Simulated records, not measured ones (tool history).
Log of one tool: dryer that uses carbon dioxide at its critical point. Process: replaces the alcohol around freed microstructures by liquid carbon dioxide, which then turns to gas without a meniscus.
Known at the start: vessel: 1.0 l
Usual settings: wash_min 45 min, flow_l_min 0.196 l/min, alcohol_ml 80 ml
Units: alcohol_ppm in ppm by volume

Run 1, day 0.000: usual settings. Result: alcohol_ppm 178 ppm by volume.
Run 2, day 1.204: usual settings. Result: alcohol_ppm 193 ppm by volume.
At day 1.612: purifier's bed changed.
Run 3, day 2.046: usual settings. Result: alcohol_ppm 133 ppm by volume.
Run 4, day 3.396: usual settings. Result: alcohol_ppm 137 ppm by volume.
Run 5, day 4.950: usual settings but alcohol_ml 84 ml. Result: alcohol_ppm 150 ppm by volume.
Run 6, day 6.542: usual settings but alcohol_ml 55 ml. Result: alcohol_ppm 113 ppm by volume.
Run 7, day 8.138: usual settings but flow_l_min 0.130 l/min. Result: alcohol_ppm 1250 ppm by volume.
Run 8, day 8.842: usual settings but flow_l_min 0.130 l/min. Result: alcohol_ppm 1268 ppm by volume.
At day 9.262: inlet filter changed.
Run 9, day 10.329: usual settings but flow_l_min 0.130 l/min. Result: alcohol_ppm 1006 ppm by volume.
Run 10, day 11.871: usual settings but wash_min 44 min, flow_l_min 0.162 l/min, alcohol_ml 52 ml. Result: alcohol_ppm 266 ppm by volume.
Run 11, day 12.979: usual settings but wash_min 44 min, flow_l_min 0.162 l/min, alcohol_ml 52 ml. Result: alcohol_ppm 277 ppm by volume.
Run 12, day 14.350: usual settings but flow_l_min 0.151 l/min, alcohol_ml 81 ml. Result: alcohol_ppm 555 ppm by volume.
Run 13, day 15.200: usual settings but flow_l_min 0.119 l/min, alcohol_ml 81 ml. Result: alcohol_ppm 1572 ppm by volume.
Run 14, day 16.450: usual settings but flow_l_min 0.264 l/min, alcohol_ml 44 ml. Result: alcohol_ppm 26 ppm by volume.
Run 15, day 17.679: usual settings but wash_min 63 min, flow_l_min 0.303 l/min, alcohol_ml 47 ml. Result: alcohol_ppm 17 ppm by volume.
Run 16, day 18.642: usual settings but wash_min 63 min, flow_l_min 0.303 l/min, alcohol_ml 47 ml. Result: alcohol_ppm 21 ppm by volume.
Run 17, day 19.850: usual settings but wash_min 63 min, flow_l_min 0.303 l/min, alcohol_ml 47 ml. Result: alcohol_ppm 13 ppm by volume.
Run 18, day 21.362: usual settings but wash_min 63 min, flow_l_min 0.303 l/min, alcohol_ml 47 ml. Result: alcohol_ppm 16 ppm by volume.

Hidden state or all else? Some run-to-run changes of alcohol_ppm, split into what the settings, what came in and random variation would give without the hidden state, and what is left for the hidden state (with any gauge scatter that isn't in both results):
The hidden state here: flow that reaches the vessel past the clogged filter, %; alcohol in the recycled carbon dioxide, ppm; drift of the gauge itself on alcohol_ppm, %.
Run 6 -> 7: flow_l_min 0.196 -> 0.130, alcohol_ml 55 -> 80. alcohol_ppm +1137 ppm by volume: hidden state +242, all else +895.
Run 13 -> 14: flow_l_min 0.119 -> 0.264, alcohol_ml 81 -> 44. alcohol_ppm -1546 ppm by volume: hidden state -136, all else -1410.
